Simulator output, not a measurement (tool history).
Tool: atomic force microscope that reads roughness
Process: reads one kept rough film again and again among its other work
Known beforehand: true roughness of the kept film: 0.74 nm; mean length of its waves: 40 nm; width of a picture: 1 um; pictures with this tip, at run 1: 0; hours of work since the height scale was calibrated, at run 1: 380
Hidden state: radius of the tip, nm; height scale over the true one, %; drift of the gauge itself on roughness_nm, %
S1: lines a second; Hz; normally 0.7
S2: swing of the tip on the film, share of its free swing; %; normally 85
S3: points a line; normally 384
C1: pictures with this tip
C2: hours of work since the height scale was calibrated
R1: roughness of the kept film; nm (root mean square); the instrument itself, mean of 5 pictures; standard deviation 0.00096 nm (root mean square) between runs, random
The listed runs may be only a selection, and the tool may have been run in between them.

run	hour	S1	S2	S3	C1	C2	R1
1	0	0.7	85	384	0	380	0.6968
2	37.4	0.7	85	384	82	406	0.6876
3	59	0.7	85	384	129	421	0.6814
# hour 83.6: new tip fitted
4	86.2	0.7	85	384	6	439	0.6956
5	107.1	0.7	85	384	52	453	0.6917
6	135.3	0.7	85	384	114	473	0.6856
7	165	0.7	60	384	179	493	0.7003
# hour 167.7: new tip fitted
8	200.3	2.377	85	384	71	517	0.6308
9	219.8	2.377	85	593	114	530	0.6297
# hour 252.7: new tip fitted
10	258.3	2.377	85	593	12	556	0.6387
11	277.6	2.377	85	593	55	570	0.6322
12	315.3	2.377	85	593	137	596	0.627
# hour 338.3: new tip fitted
13	349	2.377	85	593	23	618	0.6365
14	384.1	2.377	85	593	100	642	0.6299
# hour 422.1: new tip fitted
15	422.1	2.377	85	593	0	668	0.6397
16	439.4	2.377	85	593	38	680	0.634
17	465.5	2.377	85	427	95	698	0.63
18	498.3	2.377	62	427	167	720	0.6826
# hour 505.8: new tip fitted
19	519.6	0.7	85	384	30	735	0.6941
20	552.8	0.7	85	384	103	757	0.6863
# hour 589: new tip fitted
21	591	0.7	85	384	4	783	0.6978
22	617.7	0.7	71	384	63	802	0.7041
23	653.7	0.7	85	384	142	826	0.6836
# hour 673.6: new tip fitted
24	676.5	0.7	85	384	6	842	0.697
25	708.4	0.7	85	645	76	863	0.6926
26	742.8	0.7	85	645	152	887	0.6826
# hour 756.9: new tip fitted
27	774	1.55	79	284	37	908	0.6738
28	803.6	1.244	68	537	102	929	0.6933
29	828.5	0.7	58	801	157	946	0.7051
# hour 842.6: new tip fitted
30	864.2	0.7	68	402	47	970	0.7108
31	891.1	0.927	60	318	106	988	0.7034
# hour 926.7: new tip fitted
32	926.9	0.943	85	384	1	1012	0.6897
33	954.2	0.943	85	384	60	1031	0.6843
34	980	0.943	84	384	117	1049	0.6811
35	996.3	1.706	85	384	153	1060	0.6465
# hour 1010.1: new tip fitted
36	1033.8	1.706	85	384	52	1085	0.6567
37	1060.4	0.7	85	481	110	1104	0.6862
# hour 1096.3: new tip fitted
38	1100.2	0.513	81	481	9	1131	0.7111
39	1117.2	0.513	81	481	46	1142	0.7053
40	1157.3	1.568	76	910	134	1170	0.6768
# hour 1180.8: new tip fitted
41	1188.2	1.568	76	910	17	1191	0.6886
42	1218.2	0.527	77	544	82	1211	0.7069
43	1236.8	0.535	77	384	123	1224	0.7008
44	1263.2	0.7	71	384	181	1242	0.6934
# hour 1266: new tip fitted
45	1288.8	2.887	83	416	50	1259	0.6256
46	1322.1	2.887	83	416	123	1282	0.6195
# hour 1351.7: new tip fitted
47	1360.2	1.035	85	474	19	1308	0.6837
48	1385.9	0.897	61	805	75	1326	0.712
49	1421	0.897	61	805	152	1350	0.7046
# hour 1435.9: new tip fitted
50	1456.5	1.015	69	384	45	1374	0.7069
51	1490.5	1.015	69	384	120	1397	0.697
# hour 1519.2: new tip fitted
52	1519.6	2.5	74	384	0	1417	0.6721

How the hidden state differs across the entries between the runs, from the last listed run before each to the first after it:
Runs 3 to 4: new tip fitted (hour 83.6)
  radius of the tip, nm: 22.6 -> 10.5
  measured value less the no-hidden-state value, R1: -0.0134 -> +0.0013 nm (root mean square)
Runs 7 to 8: new tip fitted (hour 167.7)
  radius of the tip, nm: 25.3 -> 15.9; height scale over the true one, %: 0.32 -> 0.33
  measured value less the no-hidden-state value, R1: -0.0169 -> -0.0046 nm (root mean square)
Runs 9 to 10: new tip fitted (hour 252.7)
  radius of the tip, nm: 19.4 -> 11.8; height scale over the true one, %: 0.33 -> 0.35
  measured value less the no-hidden-state value, R1: -0.0085 -> +0.0002 nm (root mean square)
Runs 12 to 13: new tip fitted (hour 338.3)
  radius of the tip, nm: 22 -> 12.3; height scale over the true one, %: 0.36 -> 0.37
  measured value less the no-hidden-state value, R1: -0.0111 -> -0.0003 nm (root mean square)
Runs 14 to 15: new tip fitted (hour 422.1)
  radius of the tip, nm: 19.1 -> 10.5; height scale over the true one, %: 0.38 -> 0.39
  measured value less the no-hidden-state value, R1: -0.0079 -> +0.002 nm (root mean square)
Runs 18 to 19: new tip fitted (hour 505.8)
  radius of the tip, nm: 24.8 -> 12.7
  measured value less the no-hidden-state value, R1: -0.0152 -> -0.0004 nm (root mean square)
Runs 20 to 21: new tip fitted (hour 589)
  radius of the tip, nm: 19.3 -> 10.5; height scale over the true one, %: 0.43 -> 0.44
  measured value less the no-hidden-state value, R1: -0.0084 -> +0.0025 nm (root mean square)
Runs 23 to 24: new tip fitted (hour 673.6)
  radius of the tip, nm: 22.5 -> 11; height scale over the true one, %: 0.46 -> 0.47
  measured value less the no-hidden-state value, R1: -0.0121 -> +0.002 nm (root mean square)
Runs 26 to 27: new tip fitted (hour 756.9)
  radius of the tip, nm: 23.3 -> 13.9; height scale over the true one, %: 0.49 -> 0.5
  measured value less the no-hidden-state value, R1: -0.013 -> -0.0014 nm (root mean square)
Runs 29 to 30: new tip fitted (hour 842.6)
  radius of the tip, nm: 24.7 -> 15.1; height scale over the true one, %: 0.51 -> 0.52
  measured value less the no-hidden-state value, R1: -0.0149 -> -0.0028 nm (root mean square)
Runs 31 to 32: new tip fitted (hour 926.7)
  radius of the tip, nm: 19.8 -> 10.2; height scale over the true one, %: 0.53 -> 0.54
  measured value less the no-hidden-state value, R1: -0.0085 -> +0.0035 nm (root mean square)
Runs 35 to 36: new tip fitted (hour 1010.1)
  radius of the tip, nm: 23.4 -> 15.1; height scale over the true one, %: 0.56 -> 0.57
  measured value less the no-hidden-state value, R1: -0.0118 -> -0.0022 nm (root mean square)
Runs 37 to 38: new tip fitted (hour 1096.3)
  radius of the tip, nm: 20.2 -> 11.4; height scale over the true one, %: 0.58 -> 0.59
  measured value less the no-hidden-state value, R1: -0.0086 -> +0.0024 nm (root mean square)
Runs 40 to 41: new tip fitted (hour 1180.8)
  radius of the tip, nm: 22.3 -> 11.7; height scale over the true one, %: 0.61 -> 0.62
  measured value less the no-hidden-state value, R1: -0.0107 -> +0.0021 nm (root mean square)
Runs 44 to 45: new tip fitted (hour 1266)
  radius of the tip, nm: 25.6 -> 14.8; height scale over the true one, %: 0.64 -> 0.65
  measured value less the no-hidden-state value, R1: -0.0149 -> -0.0013 nm (root mean square)
Runs 46 to 47: new tip fitted (hour 1351.7)
  radius of the tip, nm: 21.2 -> 12.6; height scale over the true one, %: 0.66 -> 0.67
  measured value less the no-hidden-state value, R1: -0.0084 -> +0.0015 nm (root mean square)
Runs 49 to 50: new tip fitted (hour 1435.9)
  radius of the tip, nm: 24.2 -> 14.1; height scale over the true one, %: 0.68 -> 0.69
  measured value less the no-hidden-state value, R1: -0.013 -> -0.0003 nm (root mean square)
Runs 51 to 52: new tip fitted (hour 1519.2)
  radius of the tip, nm: 21.1 -> 10.2
  measured value less the no-hidden-state value, R1: -0.0088 -> +0.0045 nm (root mean square)
